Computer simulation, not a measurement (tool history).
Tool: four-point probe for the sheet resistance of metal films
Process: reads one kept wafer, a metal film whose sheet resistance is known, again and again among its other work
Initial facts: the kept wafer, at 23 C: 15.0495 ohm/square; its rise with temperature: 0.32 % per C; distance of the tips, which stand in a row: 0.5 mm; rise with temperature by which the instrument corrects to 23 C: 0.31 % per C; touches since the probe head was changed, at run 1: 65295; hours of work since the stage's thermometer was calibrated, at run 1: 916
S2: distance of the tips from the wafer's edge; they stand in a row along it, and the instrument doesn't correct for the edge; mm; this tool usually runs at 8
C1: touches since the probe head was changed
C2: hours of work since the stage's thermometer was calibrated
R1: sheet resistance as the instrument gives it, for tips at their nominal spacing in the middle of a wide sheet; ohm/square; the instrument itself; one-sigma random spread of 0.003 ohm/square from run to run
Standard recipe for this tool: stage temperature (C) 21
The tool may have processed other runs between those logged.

run 1 day=0 | stage_temperature_(C)=21 S2=8 | C1=65295 C2=916 | R1=15.082656
run 2 day=4.85 | stage_temperature_(C)=21 S2=8 | C1=67139 C2=963 | R1=15.078514
run 3 day=7.504 | stage_temperature_(C)=19 S2=8 | C1=68150 C2=989 | R1=15.078433
run 4 day=12.617 | stage_temperature_(C)=19 S2=8 | C1=70094 C2=1039 | R1=15.08136
run 5 day=17.121 | stage_temperature_(C)=19 S2=8 | C1=71807 C2=1083 | R1=15.082158
run 6 day=22.667 | stage_temperature_(C)=19 S2=8 | C1=73918 C2=1137 | R1=15.080303
-- day=24 new probe head fitted
run 7 day=25.246 | stage_temperature_(C)=21 S2=4 | C1=473 C2=1162 | R1=15.174969
run 8 day=29.408 | stage_temperature_(C)=21 S2=5 | C1=2057 C2=1203 | R1=15.129027
run 9 day=33.088 | stage_temperature_(C)=21 S2=5 | C1=3457 C2=1239 | R1=15.130111
run 10 day=36.1 | stage_temperature_(C)=21 S2=8 | C1=4603 C2=1268 | R1=15.073601
run 11 day=38.488 | stage_temperature_(C)=21 S2=5 | C1=5511 C2=1292 | R1=15.131658
run 12 day=42.738 | stage_temperature_(C)=21 S2=11 | C1=7128 C2=1333 | R1=15.061005
run 13 day=48.438 | stage_temperature_(C)=21 S2=9 | C1=9296 C2=1389 | R1=15.076409
run 14 day=53.242 | stage_temperature_(C)=21 S2=8 | C1=11124 C2=1436 | R1=15.083387
run 15 day=58.833 | stage_temperature_(C)=21 S2=8 | C1=13251 C2=1490 | R1=15.0773
run 16 day=62.792 | stage_temperature_(C)=21 S2=8 | C1=14756 C2=1529 | R1=15.081046
run 17 day=65.221 | stage_temperature_(C)=21 S2=8 | C1=15681 C2=1553 | R1=15.082668
run 18 day=68.929 | stage_temperature_(C)=21 S2=8 | C1=17091 C2=1589 | R1=15.08298
run 19 day=72.338 | stage_temperature_(C)=21 S2=8 | C1=18389 C2=1622 | R1=15.083429
run 20 day=76.158 | stage_temperature_(C)=21 S2=8 | C1=19842 C2=1660 | R1=15.079307
run 21 day=79.254 | stage_temperature_(C)=21 S2=8 | C1=21020 C2=1690 | R1=15.076842
run 22 day=81.608 | stage_temperature_(C)=22 S2=30 | C1=21916 C2=1713 | R1=15.054214
run 23 day=86.708 | stage_temperature_(C)=32 S2=11 | C1=23857 C2=1763 | R1=15.076987
run 24 day=91.912 | stage_temperature_(C)=32 S2=11 | C1=25835 C2=1814 | R1=15.075264
run 25 day=96.146 | stage_temperature_(C)=24 S2=21 | C1=27446 C2=1855 | R1=15.053609
run 26 day=100.379 | stage_temperature_(C)=24 S2=21 | C1=29056 C2=1897 | R1=15.051624
run 27 day=103.592 | stage_temperature_(C)=24 S2=21 | C1=30278 C2=1928 | R1=15.052669
run 28 day=107.171 | stage_temperature_(C)=32 S2=4 | C1=31640 C2=1963 | R1=15.173698
run 29 day=110.638 | stage_temperature_(C)=23 S2=30 | C1=32960 C2=1997 | R1=15.054565
run 30 day=114.279 | stage_temperature_(C)=23 S2=30 | C1=34345 C2=2032 | R1=15.050851
run 31 day=117.217 | stage_temperature_(C)=23 S2=34 | C1=35462 C2=2061 | R1=15.050073
run 32 day=121.396 | stage_temperature_(C)=23 S2=34 | C1=37052 C2=2102 | R1=15.051619
run 33 day=124.246 | stage_temperature_(C)=23 S2=34 | C1=38136 C2=2130 | R1=15.052676
run 34 day=128.738 | stage_temperature_(C)=23 S2=34 | C1=39845 C2=2174 | R1=15.051424
run 35 day=131.446 | stage_temperature_(C)=23 S2=34 | C1=40875 C2=2200 | R1=15.049991
run 36 day=133.867 | stage_temperature_(C)=26 S2=6 | C1=41797 C2=2224 | R1=15.106044
run 37 day=137.688 | stage_temperature_(C)=26 S2=6 | C1=43250 C2=2261 | R1=15.110237
run 38 day=142.746 | stage_temperature_(C)=26 S2=6 | C1=45175 C2=2311 | R1=15.110613
run 39 day=145.183 | stage_temperature_(C)=35 S2=5 | C1=46101 C2=2335 | R1=15.137253
run 40 day=148.542 | stage_temperature_(C)=20 S2=3 | C1=47379 C2=2367 | R1=15.270321
run 41 day=151.229 | stage_temperature_(C)=20 S2=3 | C1=48403 C2=2394 | R1=15.269792

What if the next run were any one of these 3? Each begins from the tool's condition after run 41:
run A day=154.542 | stage_temperature_(C)=26 S2=6 | C1=49663 C2=2426 | R1=?
run B day=154.542 | stage_temperature_(C)=26 S2=8 | C1=49663 C2=2426 | R1=?
run C day=154.542 | stage_temperature_(C)=20 S2=18 | C1=49663 C2=2426 | R1=?

run=A R1=15.102139
run=B R1=15.083743
run=C R1=15.060527
Without the tool's unlogged condition, the same runs would have read:
run=A R1=15.100952
run=B R1=15.082556
run=C R1=15.059337
